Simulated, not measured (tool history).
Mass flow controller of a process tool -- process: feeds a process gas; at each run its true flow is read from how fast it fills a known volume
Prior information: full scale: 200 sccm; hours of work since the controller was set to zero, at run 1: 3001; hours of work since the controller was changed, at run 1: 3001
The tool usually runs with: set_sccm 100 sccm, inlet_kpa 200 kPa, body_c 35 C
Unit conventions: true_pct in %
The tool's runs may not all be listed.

run	hour	set_sccm	inlet_kpa	body_c	hours of work since the controller was set to zero	hours of work since the controller was changed	true_pct
1	0	100	200	35	3001	3001	97.75
2	148.2	100	200	35	3118	3118	97.66
3	287.9	59	200	35	3228	3228	97.28
4	414.7	59	200	35	3328	3328	97.31
5	575.2	59	200	35	3454	3454	97.24
6	827.4	100	200	35	3652	3652	97.74
7	1072.3	100	244	35	3845	3845	97.82
8	1215.6	100	244	35	3958	3958	97.85
9	1448.2	100	244	35	4141	4141	97.92
10	1580.9	100	244	35	4246	4246	97.97
11	1797	100	244	35	4416	4416	97.79
# hour 1945.4: controller's zero set anew
12	1945.4	100	200	35	0	4532	97.7
13	2066.2	100	200	35	95	4627	97.71
14	2330.9	100	200	35	303	4835	97.79
15	2521.4	100	200	35	453	4985	97.81
# hour 2714: controller exchanged for a calibrated one
16	2754.5	100	192	35	32	32	97.64
17	2896.7	100	212	35	144	144	97.85
18	3042.7	100	224	35	259	259	97.87
19	3289.6	39	219	34	453	453	97.13
20	3516.3	39	219	34	631	631	97.12
21	3782.9	39	219	34	841	841	97.12
22	4049.2	86	179	28	1051	1051	98.24
23	4221.4	156	249	28	1187	1187	99.26
24	4500.9	100	145	21	1406	1406	98.9
25	4725.1	100	242	35	1583	1583	97.86
26	4994.7	100	242	35	1795	1795	97.89
27	5234.6	100	242	35	1984	1984	97.92
28	5481.5	125	200	30	2178	2178	98.49
29	5704.9	125	200	20	2354	2354	99.55
30	5840.7	125	200	20	2461	2461	99.49
31	5961.3	125	200	20	2556	2556	99.38
32	6210.2	125	200	20	2752	2752	99.48
33	6460.9	125	200	20	2949	2949	99.36
34	6715.8	147	200	26	3150	3150	99.27
35	6922.3	100	200	37	3312	3312	97.51
36	7055.5	165	230	35	3417	3417	98.51

Forecast each of these 5 alternatives for the next run:
A	7169	50	209	28	3507	3507	?
B	7169	55	252	35	3507	3507	?
C	7169	100	177	35	3507	3507	?
D	7169	147	201	24	3507	3507	?
E	7169	175	252	35	3507	3507	?

run	true_pct
A	97.77
B	97.28
C	97.61
D	99.39
E	98.81
What these runs would have given with no unlogged condition in the tool:
run	true_pct
A	97.77
B	97.28
C	97.62
D	99.4
E	98.83
